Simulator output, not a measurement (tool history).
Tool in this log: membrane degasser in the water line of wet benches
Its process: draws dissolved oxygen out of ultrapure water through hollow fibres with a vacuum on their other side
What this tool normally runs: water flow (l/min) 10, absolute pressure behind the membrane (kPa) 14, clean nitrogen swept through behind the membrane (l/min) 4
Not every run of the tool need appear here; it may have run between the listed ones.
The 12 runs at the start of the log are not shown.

run,hour,water flow (l/min),absolute pressure behind the membrane (kPa),clean nitrogen swept through behind the membrane (l/min),hours since the membrane was changed,hours since the vacuum gauge was calibrated,hours since the vacuum lines were made tight,dissolved oxygen in the water behind the degasser (ppb),pressure that the water loses in the fibres (kPa)
13,456.8,6,9.6,4,1032,1178,274,25.2,41.83
14,508.2,6,9.6,4,1084,1229,326,25.6,42.04
15,535.1,10,14,4,1110,1256,353,76.8,69.57
16,588.3,10,14,4,1164,1309,406,77.5,69.49
17,612.4,7,13.1,10.86,1188,1333,430,18.5,48.9
18,649.5,10,11.2,10.86,1225,1370,467,28,69.3
19,691.1,10,32.6,4,1266,1412,509,189.4,69.53
20,716.4,10,14,4,1292,1437,534,77,69.31
21,748.4,10,9.5,11.82,1324,1469,566,23.4,69.65
22,787.8,10,9.5,11.82,1363,1509,605,23.7,69.91
23,823.6,14,9.7,2.31,1399,1544,641,125,97.22
24,858,14,9.7,2.31,1433,1579,676,124.2,97.39
25,898.1,14,9.7,2.31,1473,1619,716,124.4,97.43
26,929.7,14,9.7,2.31,1505,1650,747,124.4,97.75
27,961.4,14,9.7,2.31,1537,1682,779,125,98.25
28,998.6,8,14,4,1574,1719,816,58,55.36
29,1050.1,12,14,1.74,1625,1771,868,193.5,84.32
30,1092,12,14,1.74,1667,1813,910,196.4,84.15
31,1113.6,11,14,1.68,1689,1834,931,181.4,76.44
32,1152.7,10,31,2.73,1728,1873,970,254.3,69.67

Consider 4 possible next runs. They are alternatives, not a sequence: every one starts from the tool as it was left by run 32. What does each give?
A,1198,8,10.2,1.75,1773,1919,1016,?,?
B,1198,8,23,6.07,1773,1919,1016,?,?
C,1198,10,31,2.73,1773,1919,1016,?,?
D,1198,16,14,4,1773,1919,1016,?,?

run,dissolved oxygen in the water behind the degasser (ppb),pressure that the water loses in the fibres (kPa)
A,83.6,55.53
B,69.7,55.73
C,254.1,69.25
D,147.2,110.92
The same runs, with their run-to-run variation unchanged, on a tool lacking any hidden condition would have given:
run,dissolved oxygen in the water behind the degasser (ppb),pressure that the water loses in the fibres (kPa)
A,82.5,55.11
B,69,55.31
C,252.3,68.72
D,144.8,110.08
